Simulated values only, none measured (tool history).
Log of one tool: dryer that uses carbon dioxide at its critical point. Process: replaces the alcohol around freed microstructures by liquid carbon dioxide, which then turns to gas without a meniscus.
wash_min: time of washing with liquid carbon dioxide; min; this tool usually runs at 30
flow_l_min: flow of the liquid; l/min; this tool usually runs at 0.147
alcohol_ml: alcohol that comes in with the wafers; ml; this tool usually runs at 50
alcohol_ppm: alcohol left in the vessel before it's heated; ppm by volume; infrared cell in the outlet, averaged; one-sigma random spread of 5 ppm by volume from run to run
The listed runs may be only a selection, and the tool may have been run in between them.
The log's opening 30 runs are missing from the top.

| run | hour | wash_min | flow_l_min | alcohol_ml | alcohol_ppm |
|---|---|---|---|---|---|
|  | 1519.2 | purifier's bed changed |
| 31 | 1548.5 | 40 | 0.112 | 50 | 78 |
|  | 1560.3 | inlet filter changed |
| 32 | 1589.8 | 42 | 0.112 | 37 | 43 |
| 33 | 1641.2 | 38 | 0.111 | 39 | 77 |
| 34 | 1685.3 | 38 | 0.111 | 39 | 90 |
| 35 | 1728.1 | 38 | 0.111 | 39 | 100 |
| 36 | 1797.8 | 21 | 0.118 | 39 | 1228 |
| 37 | 1867.4 | 33 | 0.109 | 25 | 190 |
| 38 | 1925.8 | 46 | 0.147 | 35 | 95 |
|  | 1950.9 | inlet filter changed |
| 39 | 1973.3 | 19 | 0.118 | 37 | 1359 |
| 40 | 2037.8 | 19 | 0.118 | 37 | 1435 |
| 41 | 2082.3 | 33 | 0.118 | 37 | 212 |
| 42 | 2131.2 | 23 | 0.113 | 41 | 1008 |
| 43 | 2176.8 | 30 | 0.147 | 37 | 209 |
| 44 | 2240.8 | 30 | 0.147 | 37 | 224 |

Alternative continuations, all from the tool just after run 44; predict every row:
| A | 2284.8 | 30 | 0.237 | 109 | ? |
| B | 2284.8 | 45 | 0.094 | 50 | ? |
| C | 2284.8 | 30 | 0.095 | 77 | ? |
| D | 2284.8 | 27 | 0.111 | 41 | ? |

| run | alcohol_ppm |
|---|---|
| A | 193 |
| B | 265 |
| C | 1537 |
| D | 769 |
Take away the tool's hidden state, keep each run's random variation, and the runs would have read:
| run | alcohol_ppm |
|---|---|
| A | 6 |
| B | 38 |
| C | 755 |
| D | 326 |
